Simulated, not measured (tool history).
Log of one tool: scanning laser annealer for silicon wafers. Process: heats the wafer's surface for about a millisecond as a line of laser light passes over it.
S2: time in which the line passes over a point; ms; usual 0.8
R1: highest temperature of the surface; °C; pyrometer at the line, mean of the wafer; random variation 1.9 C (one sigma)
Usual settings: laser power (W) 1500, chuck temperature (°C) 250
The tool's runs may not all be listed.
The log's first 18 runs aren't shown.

Run 19, hour 344.9: usual settings. Result: R1 1094 °C.
Run 20, hour 362: usual settings but laser power (W) 1400. Result: R1 1035 °C.
Run 21, hour 374: usual settings but laser power (W) 1442. Result: R1 1057 °C.
Run 22, hour 388.2: usual settings but laser power (W) 1442. Result: R1 1064 °C.
Run 23, hour 408.5: usual settings but laser power (W) 1386, chuck temperature (°C) 274. Result: R1 1049 °C.
Run 24, hour 435.8: usual settings but laser power (W) 1386, chuck temperature (°C) 274. Result: R1 1047 °C.
Run 25, hour 464: usual settings but laser power (W) 1501, S2 0.885 ms. Result: R1 1141 °C.
Run 26, hour 482.9: usual settings but S2 0.757 ms, chuck temperature (°C) 236. Result: R1 1061 °C.
At hour 499.9: window over the wafer cleaned.
Run 27, hour 513.2: usual settings but S2 0.829 ms, chuck temperature (°C) 282. Result: R1 1147 °C.
Run 28, hour 526: usual settings but S2 0.938 ms, chuck temperature (°C) 256. Result: R1 1172 °C.
Run 29, hour 539.5: usual settings but S2 0.671 ms, chuck temperature (°C) 271. Result: R1 1050 °C.
Run 30, hour 563.7: usual settings but laser power (W) 1301, S2 0.671 ms, chuck temperature (°C) 240. Result: R1 904 °C.
Run 31, hour 575.3: usual settings but laser power (W) 1499, S2 0.647 ms. Result: R1 1013 °C.
Run 32, hour 597.2: usual settings but laser power (W) 1418, S2 0.647 ms, chuck temperature (°C) 273. Result: R1 991 °C.
Run 33, hour 612.1: usual settings but laser power (W) 1418, S2 0.647 ms, chuck temperature (°C) 273. Result: R1 987 °C.
Run 34, hour 638.6: usual settings but laser power (W) 1464, S2 0.764 ms, chuck temperature (°C) 270. Result: R1 1077 °C.
Run 35, hour 653.4: usual settings but laser power (W) 1302, S2 0.94 ms, chuck temperature (°C) 236. Result: R1 1017 °C.
At hour 669.7: optics aligned, line set to its width.
Run 36, hour 679.6: usual settings but S2 0.902 ms, chuck temperature (°C) 270. Result: R1 1168 °C.
Run 37, hour 707.3: usual settings but laser power (W) 1562, chuck temperature (°C) 270. Result: R1 1160 °C.
Run 38, hour 732.9: usual settings but laser power (W) 1562, S2 0.601 ms, chuck temperature (°C) 270. Result: R1 1042 °C.
Run 39, hour 761: usual settings but laser power (W) 1490. Result: R1 1090 °C.
Run 40, hour 780: usual settings but laser power (W) 1490, chuck temperature (°C) 289. Result: R1 1130 °C.
Run 41, hour 803.7: usual settings but laser power (W) 1490, S2 0.933 ms, chuck temperature (°C) 289. Result: R1 1193 °C.

Forecast each of these 3 alternatives for the next run:
Run A, hour 825.5: usual settings but laser power (W) 1337, S2 0.897 ms, chuck temperature (°C) 225. Result: R1 ?.
Run B, hour 825.5: usual settings but laser power (W) 1649, S2 0.991 ms, chuck temperature (°C) 269. Result: R1 ?.
Run C, hour 825.5: usual settings but laser power (W) 1490, S2 0.717 ms, chuck temperature (°C) 229. Result: R1 ?.

run    R1
  A  1012
  B  1320
  C  1027
Without the tool's hidden state the same runs would have given:
run    R1
  A  1013
  B  1321
  C  1027

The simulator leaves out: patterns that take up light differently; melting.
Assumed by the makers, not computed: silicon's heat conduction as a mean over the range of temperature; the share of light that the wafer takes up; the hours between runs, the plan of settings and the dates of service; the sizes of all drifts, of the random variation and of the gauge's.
